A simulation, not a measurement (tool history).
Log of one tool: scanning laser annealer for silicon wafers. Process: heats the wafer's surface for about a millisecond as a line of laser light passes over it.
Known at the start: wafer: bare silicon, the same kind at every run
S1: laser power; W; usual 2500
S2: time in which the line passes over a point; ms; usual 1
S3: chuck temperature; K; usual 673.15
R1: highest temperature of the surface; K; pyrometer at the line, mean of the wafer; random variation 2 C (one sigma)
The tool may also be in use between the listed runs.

run     day    S1    S2      S3       R1
  1       0  2500     1  673.15  1506.15
  2   1.012  2354     1  673.15  1452.15
  3   2.712  2354     1  673.15  1451.15
  4   3.521  2500     1  673.15  1498.15
  5   4.304  2500     1  673.15  1497.15
  6   5.333  2500     1  673.15  1492.15
  7     6.6  2500     1  673.15  1495.15
  8   8.104  2500     1  673.15  1495.15
  9   9.608  2500     1  673.15  1494.15
 10  10.462  2500     1  673.15  1492.15
 11  11.262  2500     1  636.15  1455.15
 12    12.3  2644     1  673.15  1537.15
 13  13.925  2500     1  673.15  1492.15
 14    14.9  2500     1  673.15  1492.15
 15  16.129  2214     1  673.15  1396.15
 16    17.8  2214     1  673.15  1391.15
 17  19.138  2500     1  673.15  1486.15
 18  20.092  2500     1  673.15  1483.15
 19  21.846  2500  1.16  673.15  1550.15
 20  23.475  2500  1.02  673.15  1494.15
 21  24.562  2592  0.91  673.15  1472.15
 22  25.858  2592  0.91  673.15  1474.15
 23  27.508  2238     1  673.15  1392.15
 24  29.292  2500  0.99  708.15  1509.15
 25  30.788  2650  0.91  673.15  1482.15
 26  32.129  2650  0.91  673.15  1482.15
     32.371  -- window over the wafer cleaned
 27  33.333  2523  0.82  650.15  1369.15
 28  34.454  2713  0.84  673.15  1458.15
 29  35.696  2260   1.1  701.15  1452.15
 30  36.883  2694  0.91  701.15  1510.15
      37.35  -- window over the wafer cleaned, once more
 31  38.679  2271  0.72  642.15  1278.15
 32    39.5  2485  1.09  653.15  1522.15
 33  40.342  2591     1  673.15  1542.15
 34  41.504  2500  0.76  673.15  1396.15
 35  42.238  2536     1  673.15  1520.15
 36  43.462  2500  1.18  655.15  1566.15
 37  44.738  2719  1.08  682.15  1629.15
 38  46.025  2427  1.08  682.15  1523.15
 39  47.646  2599  0.75  701.15  1444.15
 40  48.571  2617  1.05  675.15  1570.15

Some steps in R1 between neighbouring runs. How much of each would the tool show without its hidden state too (settings, what came in, random variation), and how much is left for the hidden state, with any gauge scatter that isn't in both results?
The hidden state here: light that passes the window, % of a clean one's; laser's true power over the reading, %; width of the line over the set one, %; drift of the gauge itself on peak_c, C.
Run 26 -> 27: S1 2650 -> 2523, S2 0.91 -> 0.82, S3 673.15 -> 650.15, window over the wafer cleaned. R1 -113 K: hidden state -6, all else -107.
Run 27 -> 28: S1 2523 -> 2713, S2 0.82 -> 0.84, S3 650.15 -> 673.15. R1 +89 K: hidden state -6, all else +95.
Run 30 -> 31: S1 2694 -> 2271, S2 0.91 -> 0.72, S3 701.15 -> 642.15, window over the wafer cleaned, once more. R1 -232 K: hidden state +52, all else -284.
Run 31 -> 32: S1 2271 -> 2485, S2 0.72 -> 1.09, S3 642.15 -> 653.15. R1 +244 K: hidden state -3, all else +247.
Run 33 -> 34: S1 2591 -> 2500, S2 1 -> 0.76. R1 -146 K: hidden state +1, all else -147.
